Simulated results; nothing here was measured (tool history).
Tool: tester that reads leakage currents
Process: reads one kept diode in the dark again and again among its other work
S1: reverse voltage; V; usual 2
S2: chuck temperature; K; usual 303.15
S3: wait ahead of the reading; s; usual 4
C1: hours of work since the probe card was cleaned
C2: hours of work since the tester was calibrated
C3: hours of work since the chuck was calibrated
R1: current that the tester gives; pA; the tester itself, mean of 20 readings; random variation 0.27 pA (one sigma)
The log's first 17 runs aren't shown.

Run 18, day 55.046: usual settings; C1 137; C2 1131; C3 337. Result: R1 84.75 pA.
Run 19, day 58.6: usual settings; C1 200; C2 1193; C3 400. Result: R1 84.98 pA.
Run 20, day 61.546: usual settings; C1 252; C2 1245; C3 452. Result: R1 84.27 pA.
Run 21, day 65.104: usual settings; C1 314; C2 1308; C3 514. Result: R1 84.55 pA.
Run 22, day 67.675: usual settings but S2 329.15 K; C1 359; C2 1353; C3 560. Result: R1 478.07 pA.
Run 23, day 69.767: usual settings but S2 312.15 K; C1 396; C2 1390; C3 596. Result: R1 157.89 pA.
Run 24, day 72.021: usual settings but S1 1.29 V, S2 305.15 K, S3 1.86 s; C1 436; C2 1429; C3 636. Result: R1 74.49 pA.
Run 25, day 74.15: usual settings but S1 1.29 V, S2 305.15 K, S3 1.86 s; C1 473; C2 1467; C3 673. Result: R1 74.26 pA.
Run 26, day 77.575: usual settings but S2 294.15 K; C1 534; C2 1527; C3 734. Result: R1 43.08 pA.
Run 27, day 79.954: usual settings but S2 294.15 K; C1 575; C2 1569; C3 776. Result: R1 43.09 pA.
At day 81.25: chuck's temperature calibrated.
Run 28, day 82.629: usual settings but S1 11.35 V, S2 315.15 K; C1 621; C2 1614; C3 24. Result: R1 567.91 pA.
Run 29, day 84.321: usual settings but S1 11.35 V, S2 315.15 K; C1 651; C2 1644; C3 54. Result: R1 565.61 pA.
Run 30, day 86.746: usual settings but S2 310.15 K; C1 693; C2 1687; C3 97. Result: R1 143.48 pA.
Run 31, day 88.442: usual settings but S2 310.15 K, S3 2.4 s; C1 723; C2 1717; C3 127. Result: R1 143.08 pA.
Run 32, day 90.242: usual settings but S1 1.45 V, S2 307.15 K; C1 755; C2 1748; C3 158. Result: R1 95.86 pA.
Run 33, day 91.983: usual settings but S1 5.33 V, S2 323.15 K; C1 785; C2 1779; C3 189. Result: R1 605.75 pA.
Run 34, day 96.017: usual settings but S1 1.32 V, S2 328.15 K, S3 3.57 s; C1 856; C2 1850; C3 260. Result: R1 358.16 pA.
Run 35, day 100.117: usual settings but S1 1.32 V, S2 328.15 K, S3 3.57 s; C1 928; C2 1922; C3 332. Result: R1 358.63 pA.
Run 36, day 103.867: usual settings but S1 17.49 V, S3 8.72 s; C1 994; C2 1988; C3 398. Result: R1 326.05 pA.
Run 37, day 107.321: usual settings but S2 318.15 K, S3 0.3 s; C1 1055; C2 2049; C3 458. Result: R1 241.49 pA.
Run 38, day 109.033: usual settings but S2 318.15 K, S3 0.3 s; C1 1085; C2 2079; C3 489. Result: R1 241.25 pA.

5 ways to go on from here, each from the tool as it stands after run 38. What would each give?
Run A, day 111: usual settings but S1 2.3 V, S2 313.15 K, S3 9.4 s; C1 1120; C2 2113; C3 523. Result: R1 ?.
Run B, day 111: usual settings but S1 5.28 V, S2 332.15 K, S3 0.3 s; C1 1120; C2 2113; C3 523. Result: R1 ?.
Run C, day 111: usual settings but S1 7.85 V, S2 298.15 K, S3 0.3 s; C1 1120; C2 2113; C3 523. Result: R1 ?.
Run D, day 111: usual settings but S1 12.16 V, S2 299.15 K, S3 0.6 s; C1 1120; C2 2113; C3 523. Result: R1 ?.
Run E, day 111: usual settings but S2 302.15 K, S3 0.36 s; C1 1120; C2 2113; C3 523. Result: R1 ?.

run       R1
  A   186.32
  B  1027.21
  C   149.04
  D   205.49
  E    81.79
Without the tool's hidden state the same runs would have given:
run       R1
  A   192.54
  B  1070.19
  C   143.46
  D   195.46
  E     82.9
